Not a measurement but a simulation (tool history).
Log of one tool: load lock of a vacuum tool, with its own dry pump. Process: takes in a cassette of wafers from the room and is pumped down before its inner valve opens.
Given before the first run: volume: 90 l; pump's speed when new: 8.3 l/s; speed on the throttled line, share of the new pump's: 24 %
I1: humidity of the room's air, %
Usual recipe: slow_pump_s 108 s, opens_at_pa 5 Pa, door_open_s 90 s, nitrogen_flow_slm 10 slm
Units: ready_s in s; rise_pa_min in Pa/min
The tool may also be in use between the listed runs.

{"run": 1, "hour": 0.0, "slow_pump_s": 108, "opens_at_pa": 5, "door_open_s": 90, "nitrogen_flow_slm": 10, "I1": 45.5, "ready_s": 193.5, "rise_pa_min": 0.052}
{"run": 2, "hour": 201.4, "slow_pump_s": 108, "opens_at_pa": 5, "door_open_s": 90, "nitrogen_flow_slm": 11, "I1": 45.4, "ready_s": 195.5, "rise_pa_min": 0.046}
{"run": 3, "hour": 347.3, "slow_pump_s": 108, "opens_at_pa": 5, "door_open_s": 28, "nitrogen_flow_slm": 10, "I1": 47.1, "ready_s": 191.7, "rise_pa_min": 0.036}
{"run": 4, "hour": 460.2, "slow_pump_s": 108, "opens_at_pa": 5, "door_open_s": 90, "nitrogen_flow_slm": 10, "I1": 42.6, "ready_s": 194.9, "rise_pa_min": 0.045}
{"run": 5, "hour": 604.4, "slow_pump_s": 108, "opens_at_pa": 5, "door_open_s": 90, "nitrogen_flow_slm": 7, "I1": 46.7, "ready_s": 195.7, "rise_pa_min": 0.054}
{"run": 6, "hour": 709.8, "slow_pump_s": 108, "opens_at_pa": 5, "door_open_s": 90, "nitrogen_flow_slm": 10, "I1": 44.4, "ready_s": 192.9, "rise_pa_min": 0.049}
{"run": 7, "hour": 848.7, "slow_pump_s": 108, "opens_at_pa": 5, "door_open_s": 90, "nitrogen_flow_slm": 10, "I1": 45, "ready_s": 194, "rise_pa_min": 0.043}

Run 8 has not been measured yet. What should we expect?
{"run": 8, "hour": 1034.4, "slow_pump_s": 108, "opens_at_pa": 5, "door_open_s": 90, "nitrogen_flow_slm": 10, "I1": 45.7, "ready_s": "?", "rise_pa_min": "?"}

{"run 8": {"ready_s": 195.9, "rise_pa_min": 0.048}}
Were there no unlogged condition in the tool, this run, its random variation unchanged, would have produced ready_s 192 s, rise_pa_min 0.04 Pa/min.

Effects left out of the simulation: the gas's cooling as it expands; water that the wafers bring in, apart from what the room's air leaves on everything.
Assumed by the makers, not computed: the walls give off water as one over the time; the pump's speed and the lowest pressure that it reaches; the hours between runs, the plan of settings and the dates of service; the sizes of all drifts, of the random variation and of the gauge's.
